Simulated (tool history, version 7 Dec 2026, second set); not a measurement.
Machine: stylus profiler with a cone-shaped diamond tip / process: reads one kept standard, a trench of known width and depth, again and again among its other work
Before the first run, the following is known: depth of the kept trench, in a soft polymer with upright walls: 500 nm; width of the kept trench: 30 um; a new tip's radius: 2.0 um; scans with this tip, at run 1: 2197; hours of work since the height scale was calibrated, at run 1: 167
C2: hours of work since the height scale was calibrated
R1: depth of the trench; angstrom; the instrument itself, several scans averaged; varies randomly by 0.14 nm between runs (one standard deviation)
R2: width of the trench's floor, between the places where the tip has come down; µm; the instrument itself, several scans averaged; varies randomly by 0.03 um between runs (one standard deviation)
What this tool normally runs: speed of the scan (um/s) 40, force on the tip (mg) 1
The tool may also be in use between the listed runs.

Run 1, hour 0: usual settings; scans with this tip 2197; C2 167. Result: R1 5031.8 angstrom, R2 27.02 µm.
Run 2, hour 26.1: usual settings; scans with this tip 2347; C2 178. Result: R1 5035 angstrom, R2 26.93 µm.
Run 3, hour 48: usual settings; scans with this tip 2472; C2 188. Result: R1 5032 angstrom, R2 26.91 µm.
Run 4, hour 71.2: usual settings; scans with this tip 2605; C2 198. Result: R1 5031.1 angstrom, R2 26.9 µm.
Run 5, hour 101.3: usual settings; scans with this tip 2778; C2 211. Result: R1 5032 angstrom, R2 26.87 µm.
Run 6, hour 135.6: usual settings but speed of the scan (um/s) 36; scans with this tip 2975; C2 226. Result: R1 5033.4 angstrom, R2 26.92 µm.
Run 7, hour 151.4: usual settings but speed of the scan (um/s) 36; scans with this tip 3065; C2 233. Result: R1 5034 angstrom, R2 26.87 µm.
Run 8, hour 178.7: usual settings but speed of the scan (um/s) 36; scans with this tip 3222; C2 245. Result: R1 5032.1 angstrom, R2 26.87 µm.
Run 9, hour 201.8: usual settings but force on the tip (mg) 2.08; scans with this tip 3354; C2 255. Result: R1 5052.3 angstrom, R2 26.86 µm.
Run 10, hour 235.9: usual settings but force on the tip (mg) 2.08; scans with this tip 3550; C2 270. Result: R1 5052.5 angstrom, R2 26.87 µm.
Run 11, hour 271.8: usual settings but force on the tip (mg) 2.08; scans with this tip 3756; C2 286. Result: R1 5052.3 angstrom, R2 26.82 µm.
At hour 275.8: height scale calibrated on a step standard.
Run 12, hour 302.7: usual settings but force on the tip (mg) 2.08; scans with this tip 3930; C2 12. Result: R1 5056.2 angstrom, R2 26.86 µm.
Run 13, hour 333.1: usual settings but speed of the scan (um/s) 15; scans with this tip 4105; C2 25. Result: R1 5035.6 angstrom, R2 26.83 µm.
Run 14, hour 370.4: usual settings but speed of the scan (um/s) 15; scans with this tip 4319; C2 41. Result: R1 5038.2 angstrom, R2 26.82 µm.
At hour 394.3: height scale calibrated on a step standard, once more.
Run 15, hour 394.9: usual settings but speed of the scan (um/s) 39, force on the tip (mg) 1.13; scans with this tip 4457; C2 0. Result: R1 5036.1 angstrom, R2 26.77 µm.
Run 16, hour 412.2: usual settings but speed of the scan (um/s) 19, force on the tip (mg) 2.08; scans with this tip 4556; C2 8. Result: R1 5049.9 angstrom, R2 26.8 µm.
Run 17, hour 446.2: usual settings but speed of the scan (um/s) 93, force on the tip (mg) 0.59; scans with this tip 4751; C2 23. Result: R1 5024 angstrom, R2 26.51 µm.
Run 18, hour 465.1: usual settings but speed of the scan (um/s) 38, force on the tip (mg) 1.23; scans with this tip 4859; C2 31. Result: R1 5033.6 angstrom, R2 26.69 µm.
Run 19, hour 488.2: usual settings but speed of the scan (um/s) 38, force on the tip (mg) 1.23; scans with this tip 4991; C2 41. Result: R1 5034.8 angstrom, R2 26.72 µm.
Run 20, hour 516.5: usual settings but speed of the scan (um/s) 27, force on the tip (mg) 1.54; scans with this tip 5154; C2 53. Result: R1 5044.1 angstrom, R2 26.76 µm.
Run 21, hour 542.2: usual settings but speed of the scan (um/s) 14, force on the tip (mg) 1.54; scans with this tip 5302; C2 65. Result: R1 5042 angstrom, R2 26.72 µm.
Run 22, hour 576.6: usual settings but speed of the scan (um/s) 14, force on the tip (mg) 1.54; scans with this tip 5499; C2 80. Result: R1 5043.9 angstrom, R2 26.74 µm.
Run 23, hour 611.6: usual settings but speed of the scan (um/s) 52, force on the tip (mg) 1.82; scans with this tip 5699; C2 95. Result: R1 5045 angstrom, R2 26.66 µm.
Run 24, hour 633.3: usual settings but speed of the scan (um/s) 76; scans with this tip 5824; C2 104. Result: R1 5033 angstrom, R2 26.5 µm.

What will run 25 give?
Run 25, hour 659.2: usual settings but speed of the scan (um/s) 76; scans with this tip 5972; C2 116. Result: R1 ?, R2 ?.

R1: 5031.3 angstrom
R2: 26.56 µm
With no hidden state in the tool, this same run would have given R1 5029.3 angstrom, R2 27.18 µm.

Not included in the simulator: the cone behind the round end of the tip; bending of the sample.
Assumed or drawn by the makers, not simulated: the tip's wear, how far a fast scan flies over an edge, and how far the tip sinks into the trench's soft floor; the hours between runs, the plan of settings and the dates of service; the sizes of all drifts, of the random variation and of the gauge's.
